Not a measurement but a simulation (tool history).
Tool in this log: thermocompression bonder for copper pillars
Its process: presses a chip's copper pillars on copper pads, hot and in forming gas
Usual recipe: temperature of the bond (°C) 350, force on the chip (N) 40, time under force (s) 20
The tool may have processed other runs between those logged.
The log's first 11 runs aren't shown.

run,hour,temperature of the bond (°C),force on the chip (N),time under force (s),force that shears a chip off (N)
12,602.1,350,40,20,90.1
13,681.5,350,40,20,88.9
# hour 739.5: forming gas filter changed
14,751.5,350,40,37,107.0
15,805.0,350,40,37,105.5
16,845.6,350,40,37,106.6
17,923.7,374,40,37,117.3
18,965.7,374,40,37,117.4
19,1018.4,374,40,37,116.1
# hour 1058.3: forming gas filter changed
20,1075.8,350,41,20,93.4
21,1137.8,350,49,29,109.2
22,1178.5,337,39,27,86.7
23,1225.6,361,39,10,80.1
24,1276.8,363,51,10,91.3
25,1312.0,373,56,43,126.8
# hour 1376.3: forming gas filter changed
26,1382.8,373,56,11,108.9
# hour 1411.9: force cell calibrated
27,1422.5,373,32,11,77.1
28,1504.9,351,33,24,82.4
29,1582.4,376,58,24,120.3
30,1618.5,376,58,24,117.8
# hour 1695.5: forming gas filter changed
31,1698.3,332,44,24,85.1

The next listed run, before its measurement:
32,1780.9,326,51,38,?

Run 32 yielded force that shears a chip off (N) 96.2.
Had the tool carried no hidden state, the very same run would have given force that shears a chip off (N) 102.6.

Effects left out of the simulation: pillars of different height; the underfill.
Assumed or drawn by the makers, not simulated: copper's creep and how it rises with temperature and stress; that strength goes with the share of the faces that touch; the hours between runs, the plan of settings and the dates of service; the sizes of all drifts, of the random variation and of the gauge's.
